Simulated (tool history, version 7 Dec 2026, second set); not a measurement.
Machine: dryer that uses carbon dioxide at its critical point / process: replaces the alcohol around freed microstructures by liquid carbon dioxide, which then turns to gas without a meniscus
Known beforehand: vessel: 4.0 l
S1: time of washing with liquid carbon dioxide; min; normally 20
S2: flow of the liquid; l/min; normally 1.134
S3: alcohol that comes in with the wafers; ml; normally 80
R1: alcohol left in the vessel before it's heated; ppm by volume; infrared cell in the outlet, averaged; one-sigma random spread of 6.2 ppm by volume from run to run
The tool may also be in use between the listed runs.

Run 1, hour 0.0: usual settings. Result: R1 355 ppm by volume.
Run 2, hour 14.7: usual settings. Result: R1 379 ppm by volume.
Run 3, hour 26.4: usual settings. Result: R1 381 ppm by volume.
Run 4, hour 45.0: usual settings. Result: R1 386 ppm by volume.
Run 5, hour 54.1: usual settings but S3 27 ml. Result: R1 236 ppm by volume.
Run 6, hour 67.1: usual settings but S1 22 min. Result: R1 307 ppm by volume.
Run 7, hour 85.5: usual settings but S3 56 ml. Result: R1 325 ppm by volume.
Run 8, hour 100.5: usual settings but S3 56 ml. Result: R1 336 ppm by volume.
Run 9, hour 111.0: usual settings but S2 0.680 l/min. Result: R1 1659 ppm by volume.
Run 10, hour 130.2: usual settings but S2 0.680 l/min. Result: R1 1712 ppm by volume.
Run 11, hour 143.8: usual settings. Result: R1 471 ppm by volume.
Run 12, hour 162.6: usual settings. Result: R1 449 ppm by volume.
Run 13, hour 182.6: usual settings. Result: R1 484 ppm by volume.
Run 14, hour 192.5: usual settings. Result: R1 482 ppm by volume.
Run 15, hour 207.7: usual settings. Result: R1 499 ppm by volume.
Run 16, hour 216.9: usual settings but S3 87 ml. Result: R1 516 ppm by volume.
Run 17, hour 237.0: usual settings but S1 14 min, S2 0.740 l/min, S3 34 ml. Result: R1 1457 ppm by volume.
Run 18, hour 251.1: usual settings but S1 16 min, S3 46 ml. Result: R1 642 ppm by volume.
Run 19, hour 262.5: usual settings but S1 14 min, S2 1.210 l/min, S3 25 ml. Result: R1 502 ppm by volume.
Run 20, hour 282.0: usual settings but S1 14 min, S2 1.210 l/min, S3 25 ml. Result: R1 502 ppm by volume.

Run 21 has not been measured yet. What should we expect?
Run 21, hour 298.6: usual settings but S1 13 min, S2 1.030 l/min. Result: R1 ?.

Run 21 gave R1 2032 ppm by volume.
Were there no unlogged condition in the tool, this run, its random variation unchanged, would have produced R1 1470 ppm by volume.
